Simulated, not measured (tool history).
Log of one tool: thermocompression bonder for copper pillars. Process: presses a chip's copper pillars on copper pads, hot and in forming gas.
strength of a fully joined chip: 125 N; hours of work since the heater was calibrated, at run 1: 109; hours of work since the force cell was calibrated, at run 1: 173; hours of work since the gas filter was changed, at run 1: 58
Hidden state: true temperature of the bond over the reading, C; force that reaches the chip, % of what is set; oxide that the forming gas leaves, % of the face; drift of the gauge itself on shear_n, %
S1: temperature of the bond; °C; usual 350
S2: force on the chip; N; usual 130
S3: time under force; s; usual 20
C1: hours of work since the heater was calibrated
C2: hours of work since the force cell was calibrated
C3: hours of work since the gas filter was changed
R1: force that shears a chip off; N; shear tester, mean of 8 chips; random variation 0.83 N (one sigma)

run   hour   S1   S2  S3   C1   C2   C3     R1
  1      0  350  130  20  109  173   58   65.5
  2    6.4  350  130  20  112  176   61   65.2
  3   14.8  350  130  47  116  180   65   85.4
  4   21.9  350  130  47  119  183   68   84.7
  5     29  374  130  20  123  186   71   81.4
  6   37.4  350  130  20  126  190   75   65.6
  7   42.2  350  182  20  129  193   78   81.7
  8   47.7  350  182  20  131  195   80   79.4
  9   52.5  350  140  20  133  197   82   69.3
 10   59.9  350  130  16  137  201   86   59.8
 11   64.5  377  130  20  139  203   88   81.6
 12   68.7  350  130  20  141  205   90   65.6
 13   76.3  350  130  20  145  208   94   66.2
 14   80.7  350  130  20  147  210   96   65.4
 15   85.5  350  130  20  149  213   98   65.9
 16   93.9  350  130  20  153  217  102   64.6
 17   99.6  334  130  20  155  219  104   54.9
 18  104.8  350  130  20  158  222  107   64.8
 19  109.6  350  130  20  160  224  109   65.6
 20  113.6  350  130  20  162  226  111   66.3
 21  121.5  328  133  13  166  230  115   44.8
 22    126  370  139  17  168  232  117   76.8
 23  132.5  320  135  37  171  235  120   59.3
 24  139.1  350  174  26  174  238  123   85.2
 25  144.9  350  174  26  177  240  126   83.1
 26    151  350  174  26  179  243  128   81.8
 27  157.7  350  174  26  183  246  132   82.6
 28  164.3  353  142  26  186  250  135   76.9
 29  169.3  350   84  38  188  252  137   61.2
     172.6  -- forming gas filter changed
 30  175.6  350   84  38  191  255    1   64.2
 31  182.6  368   84  38  194  258    5   75.6
 32  187.5  358  172  52  196  260    7  105.9
 33  191.3  376  172  29  198  262    9  104.6
 34  200.5  376  172  29  202  266   13  103.8
 35  204.1  369  127  49  204  268   15   97.7
 36    209  350  130  11  206  270   17   54.4
 37  213.8  333  157  27  209  272   19   72.2
 38  220.1  369  112  18  212  275   22   72.1
 39  228.7  325   81  20  216  279   26   35.7

Hidden state or all else? Some run-to-run changes of R1, split into what the settings, what came in and random variation would give without the hidden state, and what is left for the hidden state (with any gauge scatter that isn't in both results):
Run 21 -> 22: S1 328 -> 370, S2 133 -> 139, S3 13 -> 17. R1 +32 N: hidden state -1, all else +33.
Run 23 -> 24: S1 320 -> 350, S2 135 -> 174, S3 37 -> 26. R1 +25.9 N: hidden state -0.9, all else +26.8.
Run 29 -> 30: forming gas filter changed. R1 +3 N: hidden state +2.3, all else +0.7.
Run 35 -> 36: S1 369 -> 350, S2 127 -> 130, S3 49 -> 11. R1 -43.3 N: hidden state +0.3, all else -43.6.
Run 38 -> 39: S1 369 -> 325, S2 112 -> 81, S3 18 -> 20. R1 -36.4 N: hidden state -0.2, all else -36.2.
